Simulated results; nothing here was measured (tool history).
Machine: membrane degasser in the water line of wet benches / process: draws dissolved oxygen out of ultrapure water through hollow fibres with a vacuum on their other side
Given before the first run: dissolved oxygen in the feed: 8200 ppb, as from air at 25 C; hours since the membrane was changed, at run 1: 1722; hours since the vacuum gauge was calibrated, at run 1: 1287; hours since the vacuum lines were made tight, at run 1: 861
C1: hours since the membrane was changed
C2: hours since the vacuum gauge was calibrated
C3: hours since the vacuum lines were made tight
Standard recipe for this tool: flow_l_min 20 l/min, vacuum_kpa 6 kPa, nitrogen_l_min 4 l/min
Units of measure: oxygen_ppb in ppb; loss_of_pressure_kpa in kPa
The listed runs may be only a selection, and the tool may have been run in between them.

run 1 hour=0 | flow_l_min=20 vacuum_kpa=6 nitrogen_l_min=4 | C1=1722 C2=1287 C3=861 | oxygen_ppb=39 loss_of_pressure_kpa=50.75
run 2 hour=98.7 | flow_l_min=22 vacuum_kpa=6 nitrogen_l_min=4 | C1=1821 C2=1386 C3=959 | oxygen_ppb=43.7 loss_of_pressure_kpa=55.95
run 3 hour=212.2 | flow_l_min=22 vacuum_kpa=6 nitrogen_l_min=4 | C1=1934 C2=1499 C3=1073 | oxygen_ppb=42.6 loss_of_pressure_kpa=56.12
run 4 hour=324 | flow_l_min=22 vacuum_kpa=6 nitrogen_l_min=7.09 | C1=2046 C2=1611 C3=1185 | oxygen_ppb=27.5 loss_of_pressure_kpa=55.82
run 5 hour=443.8 | flow_l_min=22 vacuum_kpa=6 nitrogen_l_min=7.09 | C1=2166 C2=1731 C3=1304 | oxygen_ppb=26.9 loss_of_pressure_kpa=55.7
run 6 hour=508.5 | flow_l_min=22 vacuum_kpa=6 nitrogen_l_min=7.09 | C1=2230 C2=1795 C3=1369 | oxygen_ppb=27.4 loss_of_pressure_kpa=55.92
run 7 hour=563.7 | flow_l_min=20 vacuum_kpa=7.66 nitrogen_l_min=4 | C1=2286 C2=1851 C3=1424 | oxygen_ppb=58.4 loss_of_pressure_kpa=50.96
run 8 hour=647.4 | flow_l_min=20 vacuum_kpa=6 nitrogen_l_min=4 | C1=2369 C2=1934 C3=1508 | oxygen_ppb=39.9 loss_of_pressure_kpa=51.03
run 9 hour=750.5 | flow_l_min=20 vacuum_kpa=6 nitrogen_l_min=4 | C1=2472 C2=2037 C3=1611 | oxygen_ppb=39.7 loss_of_pressure_kpa=50.95
run 10 hour=813.7 | flow_l_min=20 vacuum_kpa=6 nitrogen_l_min=4 | C1=2536 C2=2101 C3=1674 | oxygen_ppb=39.6 loss_of_pressure_kpa=50.92
run 11 hour=910.1 | flow_l_min=20 vacuum_kpa=6 nitrogen_l_min=4 | C1=2632 C2=2197 C3=1771 | oxygen_ppb=39.3 loss_of_pressure_kpa=50.77
run 12 hour=1005.2 | flow_l_min=20 vacuum_kpa=6 nitrogen_l_min=4 | C1=2727 C2=2292 C3=1866 | oxygen_ppb=39.7 loss_of_pressure_kpa=51.19
run 13 hour=1058.9 | flow_l_min=20 vacuum_kpa=6 nitrogen_l_min=4 | C1=2781 C2=2346 C3=1919 | oxygen_ppb=40.1 loss_of_pressure_kpa=50.71
run 14 hour=1158.5 | flow_l_min=20 vacuum_kpa=6 nitrogen_l_min=4 | C1=2880 C2=2445 C3=2019 | oxygen_ppb=39.3 loss_of_pressure_kpa=51.04
run 15 hour=1212.7 | flow_l_min=30 vacuum_kpa=6 nitrogen_l_min=8.69 | C1=2935 C2=2500 C3=2073 | oxygen_ppb=37.2 loss_of_pressure_kpa=76.45
run 16 hour=1266.2 | flow_l_min=23 vacuum_kpa=12.06 nitrogen_l_min=6.18 | C1=2988 C2=2553 C3=2127 | oxygen_ppb=87.7 loss_of_pressure_kpa=59.03
run 17 hour=1364.3 | flow_l_min=23 vacuum_kpa=12.06 nitrogen_l_min=6.18 | C1=3086 C2=2651 C3=2225 | oxygen_ppb=88.8 loss_of_pressure_kpa=58.97
run 18 hour=1435.1 | flow_l_min=16 vacuum_kpa=5.19 nitrogen_l_min=3.55 | C1=3157 C2=2722 C3=2296 | oxygen_ppb=25.9 loss_of_pressure_kpa=40.64
run 19 hour=1522.4 | flow_l_min=16 vacuum_kpa=6 nitrogen_l_min=4.27 | C1=3244 C2=2809 C3=2383 | oxygen_ppb=29.7 loss_of_pressure_kpa=41.04
run 20 hour=1589.2 | flow_l_min=16 vacuum_kpa=6 nitrogen_l_min=4.27 | C1=3311 C2=2876 C3=2450 | oxygen_ppb=29.4 loss_of_pressure_kpa=40.97
run 21 hour=1659.3 | flow_l_min=32 vacuum_kpa=6.65 nitrogen_l_min=1.7 | C1=3381 C2=2946 C3=2520 | oxygen_ppb=163.2 loss_of_pressure_kpa=81.59
run 22 hour=1778.4 | flow_l_min=17 vacuum_kpa=7.87 nitrogen_l_min=7.25 | C1=3500 C2=3065 C3=2639 | oxygen_ppb=31.1 loss_of_pressure_kpa=43.58
run 23 hour=1850.8 | flow_l_min=17 vacuum_kpa=7.87 nitrogen_l_min=7.25 | C1=3573 C2=3138 C3=2711 | oxygen_ppb=30.6 loss_of_pressure_kpa=43.66
run 24 hour=1935.9 | flow_l_min=18 vacuum_kpa=9.18 nitrogen_l_min=4.5 | C1=3658 C2=3223 C3=2796 | oxygen_ppb=63.4 loss_of_pressure_kpa=45.98
run 25 hour=2026.2 | flow_l_min=16 vacuum_kpa=14.59 nitrogen_l_min=5.16 | C1=3748 C2=3313 C3=2887 | oxygen_ppb=91.5 loss_of_pressure_kpa=41.47
run 26 hour=2081.6 | flow_l_min=21 vacuum_kpa=8.27 nitrogen_l_min=8.59 | C1=3804 C2=3368 C3=2942 | oxygen_ppb=35.8 loss_of_pressure_kpa=53.81
run 27 hour=2178 | flow_l_min=20 vacuum_kpa=7.14 nitrogen_l_min=4 | C1=3900 C2=3465 C3=3039 | oxygen_ppb=54.4 loss_of_pressure_kpa=51.29

How would selected steps in oxygen_ppb from run to run divide? Give the signed amount a tool lacking its hidden state would still show from settings, what came in and random variation, and the signed amount left for the hidden state, including any gauge scatter that is not in both of the compared results.
Hidden state at play: membrane still open, %; true pressure behind the membrane over the reading, kPa; air that leaks in behind the membrane, l/min; drift of the gauge itself on oxygen_ppb, %; drift of the gauge itself on loss_of_pressure_kpa, %.
Run 20 -> 21: flow_l_min 16 -> 32, vacuum_kpa 6 -> 6.65, nitrogen_l_min 4.27 -> 1.7. oxygen_ppb +133.8 ppb: hidden state +7.7, all else +126.1.
Run 21 -> 22: flow_l_min 32 -> 17, vacuum_kpa 6.65 -> 7.87, nitrogen_l_min 1.7 -> 7.25. oxygen_ppb -132.1 ppb: hidden state -8.1, all else -124.
